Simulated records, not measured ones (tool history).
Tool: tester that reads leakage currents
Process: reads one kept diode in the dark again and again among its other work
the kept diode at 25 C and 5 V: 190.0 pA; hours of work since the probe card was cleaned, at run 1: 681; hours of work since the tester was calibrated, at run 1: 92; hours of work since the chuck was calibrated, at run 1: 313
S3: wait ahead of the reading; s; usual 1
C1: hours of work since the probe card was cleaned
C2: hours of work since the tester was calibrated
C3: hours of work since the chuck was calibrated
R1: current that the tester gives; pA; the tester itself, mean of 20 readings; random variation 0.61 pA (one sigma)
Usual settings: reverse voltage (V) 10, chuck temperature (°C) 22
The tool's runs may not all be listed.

Run 1, day 0: usual settings; C1 681; C2 92; C3 313. Result: R1 213.56 pA.
Run 2, day 2.479: usual settings; C1 716; C2 127; C3 348. Result: R1 215.43 pA.
Run 3, day 5.704: usual settings but reverse voltage (V) 1.3; C1 761; C2 172; C3 393. Result: R1 77.84 pA.
Run 4, day 7.5: usual settings but reverse voltage (V) 1.3; C1 786; C2 198; C3 418. Result: R1 78.01 pA.
Run 5, day 11.329: usual settings but reverse voltage (V) 1.3; C1 840; C2 251; C3 472. Result: R1 78.12 pA.
Run 6, day 13.596: usual settings but reverse voltage (V) 1.3; C1 872; C2 283; C3 504. Result: R1 78.1 pA.
Run 7, day 15.225: usual settings but reverse voltage (V) 1.3; C1 895; C2 306; C3 527. Result: R1 78.06 pA.
Run 8, day 17.296: usual settings but reverse voltage (V) 1.3; C1 924; C2 335; C3 556. Result: R1 78.32 pA.
Run 9, day 19.646: usual settings but reverse voltage (V) 1.3; C1 957; C2 368; C3 589. Result: R1 77.75 pA.
Run 10, day 23.483: usual settings but reverse voltage (V) 1.1, chuck temperature (°C) 50; C1 1011; C2 422; C3 642. Result: R1 547.11 pA.
Run 11, day 25.346: usual settings but reverse voltage (V) 1.1, chuck temperature (°C) 50; C1 1037; C2 448; C3 669. Result: R1 547.42 pA.
At day 26.554: chuck's temperature calibrated.
Run 12, day 29.129: usual settings but reverse voltage (V) 8.6, chuck temperature (°C) 58, S3 1.59 s; C1 1089; C2 500; C3 36. Result: R1 2513.64 pA.
Run 13, day 32.571: usual settings but reverse voltage (V) 8.6, chuck temperature (°C) 58, S3 1.59 s; C1 1137; C2 548; C3 84. Result: R1 2519.66 pA.
Run 14, day 35.796: usual settings but reverse voltage (V) 9.8, S3 0.9 s; C1 1182; C2 594; C3 130. Result: R1 212.12 pA.

Run 15 comes next. What will it give?
Run 15, day 38.167: usual settings but reverse voltage (V) 9.8, S3 0.9 s; C1 1215; C2 627; C3 163. Result: R1 ?.

R1: 211.78 pA
Without the tool's hidden state the same run would have given R1 211.68 pA.
